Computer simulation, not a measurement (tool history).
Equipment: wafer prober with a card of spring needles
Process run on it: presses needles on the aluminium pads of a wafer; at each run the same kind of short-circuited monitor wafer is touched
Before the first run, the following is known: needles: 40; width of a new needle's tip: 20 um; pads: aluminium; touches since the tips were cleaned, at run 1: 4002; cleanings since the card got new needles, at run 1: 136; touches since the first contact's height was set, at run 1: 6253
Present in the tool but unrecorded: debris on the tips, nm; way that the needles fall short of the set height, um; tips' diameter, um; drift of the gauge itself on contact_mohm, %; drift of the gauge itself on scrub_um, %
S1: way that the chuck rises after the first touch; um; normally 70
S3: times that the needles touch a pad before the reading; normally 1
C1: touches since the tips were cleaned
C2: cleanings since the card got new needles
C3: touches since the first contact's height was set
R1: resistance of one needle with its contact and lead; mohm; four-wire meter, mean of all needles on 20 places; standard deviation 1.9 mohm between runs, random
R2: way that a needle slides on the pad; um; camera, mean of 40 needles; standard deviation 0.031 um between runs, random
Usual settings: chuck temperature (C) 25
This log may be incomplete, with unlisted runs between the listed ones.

run 1 day=0.000 | S1=70 chuck_temperature_(C)=25 S3=1 | C1=4002 C2=136 C3=6253 | R1=203 R2=16.36
-- day=0.100 tips cleaned on abrasive film
-- day=0.488 tips cleaned on abrasive film
-- day=0.971 tips cleaned on abrasive film
-- day=1.454 tips cleaned on abrasive film
-- day=1.938 tips cleaned on abrasive film
run 2 day=1.950 | S1=70 chuck_temperature_(C)=25 S3=1 | C1=133 C2=141 C3=28898 | R1=205 R2=16.32
-- day=2.338 tips cleaned on abrasive film
-- day=2.821 tips cleaned on abrasive film
-- day=3.208 tips cleaned on abrasive film
run 3 day=3.375 | S1=70 chuck_temperature_(C)=47 S3=1 | C1=1954 C2=144 C3=45486 | R1=211 R2=16.36
-- day=3.667 tips cleaned on abrasive film
-- day=4.054 tips cleaned on abrasive film
-- day=4.538 tips cleaned on abrasive film
run 4 day=4.850 | S1=70 chuck_temperature_(C)=47 S3=1 | C1=3682 C2=147 C3=62675 | R1=210 R2=16.35
-- day=4.950 tips cleaned on abrasive film
-- day=5.338 tips cleaned on abrasive film
-- day=5.725 tips cleaned on abrasive film
-- day=6.208 tips cleaned on abrasive film
-- day=6.692 tips cleaned on abrasive film
run 5 day=6.875 | S1=70 chuck_temperature_(C)=25 S3=1 | C1=2160 C2=152 C3=86220 | R1=204 R2=16.41
-- day=6.983 height of the first contact set anew
-- day=7.179 tips cleaned on abrasive film
-- day=7.567 tips cleaned on abrasive film
-- day=7.954 tips cleaned on abrasive film
-- day=8.438 tips cleaned on abrasive film
-- day=8.921 tips cleaned on abrasive film
-- day=9.404 tips cleaned on abrasive film
run 6 day=9.425 | S1=70 chuck_temperature_(C)=25 S3=1 | C1=242 C2=158 C3=28384 | R1=204 R2=16.40
-- day=9.812 tips cleaned on abrasive film
-- day=10.200 tips cleaned on abrasive film
-- day=10.683 tips cleaned on abrasive film
-- day=11.167 tips cleaned on abrasive film
run 7 day=11.354 | S1=70 chuck_temperature_(C)=25 S3=1 | C1=2232 C2=162 C3=50880 | R1=204 R2=16.38
-- day=11.646 tips cleaned on abrasive film
-- day=12.033 tips cleaned on abrasive film
-- day=12.517 tips cleaned on abrasive film
-- day=12.904 tips cleaned on abrasive film
run 8 day=13.092 | S1=65 chuck_temperature_(C)=25 S3=1 | C1=2200 C2=166 C3=71091 | R1=202 R2=15.24
-- day=13.383 tips cleaned on abrasive film
-- day=13.771 tips cleaned on abrasive film
-- day=14.158 tips cleaned on abrasive film
-- day=14.458 height of the first contact set anew
run 9 day=14.500 | S1=70 chuck_temperature_(C)=25 S3=1 | C1=3831 C2=169 C3=454 | R1=203 R2=16.35
-- day=14.600 tips cleaned on abrasive film
-- day=15.083 tips cleaned on abrasive film
-- day=15.471 tips cleaned on abrasive film
run 10 day=15.788 | S1=70 chuck_temperature_(C)=25 S3=1 | C1=3737 C2=172 C3=15448 | R1=208 R2=16.42
-- day=15.888 tips cleaned on abrasive film
-- day=16.275 tips cleaned on abrasive film
-- day=16.662 tips cleaned on abrasive film
-- day=17.146 tips cleaned on abrasive film
-- day=17.629 tips cleaned on abrasive film
run 11 day=17.850 | S1=70 chuck_temperature_(C)=32 S3=1 | C1=2590 C2=177 C3=39424 | R1=204 R2=16.28
-- day=18.046 tips cleaned on abrasive film
-- day=18.433 tips cleaned on abrasive film
-- day=18.821 tips cleaned on abrasive film
-- day=19.283 tips cleaned on abrasive film
run 12 day=19.283 | S1=70 chuck_temperature_(C)=32 S3=1 | C1=0 C2=181 C3=56061 | R1=206 R2=16.34
-- day=19.767 tips cleaned on abrasive film
-- day=20.250 tips cleaned on abrasive film
-- day=20.638 tips cleaned on abrasive film
-- day=21.121 tips cleaned on abrasive film
run 13 day=21.479 | S1=55 chuck_temperature_(C)=86 S3=2 | C1=4243 C2=185 C3=81691 | R1=227 R2=12.82
-- day=21.579 tips cleaned on abrasive film
-- day=21.975 height of the first contact set anew
-- day=22.075 tips cleaned on abrasive film
-- day=22.558 tips cleaned on abrasive film
-- day=23.042 tips cleaned on abrasive film
-- day=23.525 tips cleaned on abrasive film
run 14 day=23.883 | S1=55 chuck_temperature_(C)=86 S3=2 | C1=4205 C2=190 C3=22216 | R1=225 R2=12.86
-- day=23.983 tips cleaned on abrasive film
-- day=24.371 tips cleaned on abrasive film
-- day=24.854 tips cleaned on abrasive film
-- day=25.338 tips cleaned on abrasive film
-- day=25.821 tips cleaned on abrasive film
run 15 day=26.192 | S1=69 chuck_temperature_(C)=65 S3=1 | C1=4360 C2=195 C3=49090 | R1=212 R2=16.17
-- day=26.292 tips cleaned on abrasive film
-- day=26.775 tips cleaned on abrasive film
-- day=27.258 tips cleaned on abrasive film
-- day=27.646 tips cleaned on abrasive film
run 16 day=27.904 | S1=55 chuck_temperature_(C)=53 S3=1 | C1=3030 C2=199 C3=69006 | R1=214 R2=12.86
-- day=28.100 tips cleaned on abrasive film
-- day=28.488 tips cleaned on abrasive film
-- day=28.875 tips cleaned on abrasive film
-- day=29.358 tips cleaned on abrasive film
-- day=29.467 height of the first contact set anew
run 17 day=29.600 | S1=70 chuck_temperature_(C)=52 S3=2 | C1=2651 C2=203 C3=1525 | R1=211 R2=16.38
-- day=29.796 tips cleaned on abrasive film
-- day=30.279 tips cleaned on abrasive film
-- day=30.762 tips cleaned on abrasive film
run 18 day=30.946 | S1=70 chuck_temperature_(C)=52 S3=3 | C1=2182 C2=206 C3=17216 | R1=212 R2=16.33
-- day=31.238 tips cleaned on abrasive film
-- day=31.625 tips cleaned on abrasive film
-- day=32.108 tips cleaned on abrasive film
-- day=32.496 tips cleaned on abrasive film
-- day=32.979 tips cleaned on abrasive film
-- day=33.454 tips cleaned on abrasive film
run 19 day=33.454 | S1=59 chuck_temperature_(C)=73 S3=2 | C1=0 C2=212 C3=46373 | R1=222 R2=13.76
-- day=33.842 tips cleaned on abrasive film
-- day=34.325 tips cleaned on abrasive film
-- day=34.712 tips cleaned on abrasive film
-- day=35.100 tips cleaned on abrasive film
-- day=35.488 tips cleaned on abrasive film
-- day=35.971 tips cleaned on abrasive film
run 20 day=36.017 | S1=88 chuck_temperature_(C)=66 S3=3 | C1=526 C2=218 C3=76166 | R1=211 R2=20.59
-- day=36.404 tips cleaned on abrasive film
-- day=36.888 tips cleaned on abrasive film
-- day=36.996 height of the first contact set anew
-- day=37.383 tips cleaned on abrasive film
-- day=37.867 tips cleaned on abrasive film
run 21 day=38.188 | S1=84 chuck_temperature_(C)=75 S3=2 | C1=3795 C2=222 C3=13926 | R1=213 R2=19.68
-- day=38.288 tips cleaned on abrasive film
-- day=38.771 tips cleaned on abrasive film
-- day=39.158 tips cleaned on abrasive film
-- day=39.546 tips cleaned on abrasive film
run 22 day=39.721 | S1=65 chuck_temperature_(C)=110 S3=2 | C1=2060 C2=226 C3=31747 | R1=222 R2=15.22
-- day=40.012 tips cleaned on abrasive film
-- day=40.400 tips cleaned on abrasive film
-- day=40.883 tips cleaned on abrasive film
run 23 day=40.954 | S1=87 chuck_temperature_(C)=107 S3=1 | C1=841 C2=229 C3=46096 | R1=220 R2=20.28

Predict each of these 4 candidate next runs independently; none follows another, all start after run 23:
-- day=41.342 tips cleaned on abrasive film
-- day=41.825 tips cleaned on abrasive film
-- day=42.212 tips cleaned on abrasive film
-- day=42.600 tips cleaned on abrasive film
-- day=43.083 tips cleaned on abrasive film
run A day=43.292 | S1=84 chuck_temperature_(C)=25 S3=2 | C1=2410 C2=234 C3=73271 | R1=? R2=?
-- day=41.342 tips cleaned on abrasive film
-- day=41.825 tips cleaned on abrasive film
-- day=42.212 tips cleaned on abrasive film
-- day=42.600 tips cleaned on abrasive film
-- day=43.083 tips cleaned on abrasive film
run B day=43.292 | S1=57 chuck_temperature_(C)=35 S3=2 | C1=2410 C2=234 C3=73271 | R1=? R2=?
-- day=41.342 tips cleaned on abrasive film
-- day=41.825 tips cleaned on abrasive film
-- day=42.212 tips cleaned on abrasive film
-- day=42.600 tips cleaned on abrasive film
-- day=43.083 tips cleaned on abrasive film
run C day=43.292 | S1=59 chuck_temperature_(C)=34 S3=1 | C1=2410 C2=234 C3=73271 | R1=? R2=?
-- day=41.342 tips cleaned on abrasive film
-- day=41.825 tips cleaned on abrasive film
-- day=42.212 tips cleaned on abrasive film
-- day=42.600 tips cleaned on abrasive film
-- day=43.083 tips cleaned on abrasive film
run D day=43.292 | S1=70 chuck_temperature_(C)=84 S3=1 | C1=2410 C2=234 C3=73271 | R1=? R2=?

run=A R1=203 R2=19.64
run=B R1=209 R2=13.35
run=C R1=208 R2=13.83
run=D R1=218 R2=16.42
Without the tool's unlogged condition, the same runs would have read:
run=A R1=203 R2=19.65
run=B R1=209 R2=13.36
run=C R1=208 R2=13.84
run=D R1=218 R2=16.42
